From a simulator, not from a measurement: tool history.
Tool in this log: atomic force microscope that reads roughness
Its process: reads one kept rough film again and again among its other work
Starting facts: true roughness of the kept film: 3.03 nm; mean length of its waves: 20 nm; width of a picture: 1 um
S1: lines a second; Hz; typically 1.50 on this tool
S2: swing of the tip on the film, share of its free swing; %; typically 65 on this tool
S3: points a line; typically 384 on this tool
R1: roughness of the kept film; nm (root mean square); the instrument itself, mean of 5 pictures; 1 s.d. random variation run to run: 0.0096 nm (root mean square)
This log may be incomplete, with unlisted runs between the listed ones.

run	hour	S1	S2	S3	R1
1	0.0	1.50	65	384	1.749
2	52.0	1.50	65	384	1.528
# hour 80.3: new tip fitted
3	106.2	0.71	65	384	2.046
4	139.5	1.22	65	384	1.841
5	180.4	1.50	65	384	1.656
6	231.1	1.50	65	384	1.473
# hour 236.2: new tip fitted
7	280.5	1.50	65	384	1.887
8	323.3	1.50	65	384	1.727
9	367.3	1.50	65	384	1.548
# hour 390.3: new tip fitted
10	404.9	1.50	65	384	2.059
11	445.7	1.50	65	384	1.851
12	484.3	1.50	65	384	1.675
13	529.0	1.50	65	384	1.522
# hour 544.3: new tip fitted
14	572.8	1.50	65	384	1.955
15	621.2	1.50	65	384	1.738
16	663.0	1.50	65	384	1.568
# hour 702.1: new tip fitted
17	720.6	1.50	70	603	1.984
18	762.4	1.63	77	866	1.707
19	810.7	1.63	88	445	1.408
20	851.0	0.54	56	445	1.548
# hour 855.1: new tip fitted
21	885.5	0.59	59	381	2.014
22	918.5	0.84	59	381	1.863
23	950.6	3.52	65	769	1.559
24	979.7	2.93	58	431	1.533
# hour 1008.1: new tip fitted
25	1038.6	0.84	62	685	2.025
26	1083.2	0.79	62	384	1.790
27	1117.6	0.79	62	384	1.648
28	1156.9	1.50	87	560	1.309
# hour 1161.4: new tip fitted
29	1209.4	1.37	66	875	1.912
30	1243.1	1.50	65	634	1.745
31	1295.8	1.66	88	769	1.350

Alternative continuations, all from the tool just after run 31; predict every row:
# hour 1300.0: height scale calibrated on a step standard
# hour 1316.8: new tip fitted
A	1322.3	0.86	56	769	?
# hour 1300.0: height scale calibrated on a step standard
# hour 1316.8: new tip fitted
B	1322.3	2.39	65	444	?
# hour 1300.0: height scale calibrated on a step standard
# hour 1316.8: new tip fitted
C	1322.3	1.87	85	769	?
# hour 1300.0: height scale calibrated on a step standard
# hour 1316.8: new tip fitted
D	1322.3	0.79	86	769	?
# hour 1300.0: height scale calibrated on a step standard
# hour 1316.8: new tip fitted
E	1322.3	1.53	88	893	?

run	R1
A	2.215
B	2.063
C	1.872
D	2.072
E	1.891
Without the tool's hidden state the same runs would have given:
run	R1
A	2.280
B	2.123
C	1.927
D	2.133
E	1.947
